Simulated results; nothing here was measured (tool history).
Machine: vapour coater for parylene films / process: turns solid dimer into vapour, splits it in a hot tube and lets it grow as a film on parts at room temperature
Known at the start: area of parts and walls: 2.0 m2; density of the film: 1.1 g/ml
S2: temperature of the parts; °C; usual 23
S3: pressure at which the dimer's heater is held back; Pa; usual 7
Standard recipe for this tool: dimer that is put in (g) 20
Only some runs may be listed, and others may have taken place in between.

run 1 hour=0 | dimer_that_is_put_in_(g)=20 S2=23 S3=7 | thickness_of_the_film_(nm)=5530
run 2 hour=48.1 | dimer_that_is_put_in_(g)=20 S2=23 S3=3.13 | thickness_of_the_film_(nm)=6110
run 3 hour=100.5 | dimer_that_is_put_in_(g)=20 S2=23 S3=3.09 | thickness_of_the_film_(nm)=6110
run 4 hour=143.2 | dimer_that_is_put_in_(g)=20 S2=23 S3=7 | thickness_of_the_film_(nm)=5470
run 5 hour=198.7 | dimer_that_is_put_in_(g)=20 S2=23 S3=7 | thickness_of_the_film_(nm)=5430
run 6 hour=262.5 | dimer_that_is_put_in_(g)=20 S2=23 S3=7 | thickness_of_the_film_(nm)=5430
run 7 hour=306.7 | dimer_that_is_put_in_(g)=20 S2=23 S3=7 | thickness_of_the_film_(nm)=5310
run 8 hour=340.8 | dimer_that_is_put_in_(g)=20 S2=23 S3=7 | thickness_of_the_film_(nm)=5330
run 9 hour=400.1 | dimer_that_is_put_in_(g)=20 S2=23 S3=7 | thickness_of_the_film_(nm)=5380
run 10 hour=475.5 | dimer_that_is_put_in_(g)=20 S2=23 S3=7 | thickness_of_the_film_(nm)=5320
run 11 hour=511.1 | dimer_that_is_put_in_(g)=20 S2=23 S3=3.27 | thickness_of_the_film_(nm)=5760
run 12 hour=593.7 | dimer_that_is_put_in_(g)=20 S2=23 S3=3.27 | thickness_of_the_film_(nm)=6340
run 13 hour=642 | dimer_that_is_put_in_(g)=8 S2=23 S3=7 | thickness_of_the_film_(nm)=2290
run 14 hour=692.2 | dimer_that_is_put_in_(g)=20 S2=23 S3=2.1 | thickness_of_the_film_(nm)=6670
run 15 hour=769.6 | dimer_that_is_put_in_(g)=10 S2=23 S3=2.5 | thickness_of_the_film_(nm)=3240
run 16 hour=810.4 | dimer_that_is_put_in_(g)=10 S2=23 S3=2.5 | thickness_of_the_film_(nm)=3260
run 17 hour=881.4 | dimer_that_is_put_in_(g)=10 S2=23 S3=2.5 | thickness_of_the_film_(nm)=3160
run 18 hour=948.8 | dimer_that_is_put_in_(g)=20 S2=23 S3=9.39 | thickness_of_the_film_(nm)=5480
run 19 hour=1010.1 | dimer_that_is_put_in_(g)=20 S2=23 S3=9.39 | thickness_of_the_film_(nm)=5370
run 20 hour=1082.7 | dimer_that_is_put_in_(g)=11 S2=23 S3=4.98 | thickness_of_the_film_(nm)=3190
run 21 hour=1152.4 | dimer_that_is_put_in_(g)=20 S2=33 S3=7 | thickness_of_the_film_(nm)=4640
run 22 hour=1194.4 | dimer_that_is_put_in_(g)=20 S2=23 S3=10.72 | thickness_of_the_film_(nm)=5260
run 23 hour=1257.6 | dimer_that_is_put_in_(g)=33 S2=33 S3=10.72 | thickness_of_the_film_(nm)=7270
run 24 hour=1328.5 | dimer_that_is_put_in_(g)=10 S2=23 S3=7 | thickness_of_the_film_(nm)=2730
run 25 hour=1377.5 | dimer_that_is_put_in_(g)=36 S2=31 S3=7.78 | thickness_of_the_film_(nm)=8330
run 26 hour=1430.9 | dimer_that_is_put_in_(g)=12 S2=28 S3=11.16 | thickness_of_the_film_(nm)=2840

Between the runs listed above, the log contained 1 entry, not reproduced here. Where in the sequence does each belong, and how does what the log doesn't record of the tool's condition differ from the listed run before to the listed run after?
Runs 11 to 12: trap's valve overhauled (hour 527.8)
  vapour lost through the trap's worn valve, %: 9.3 -> 0.7; true temperature of the parts over the reading, C: -0.12 -> -0.15
  measured result minus the result with no hidden state, thickness of the film (nm): -580 -> -30
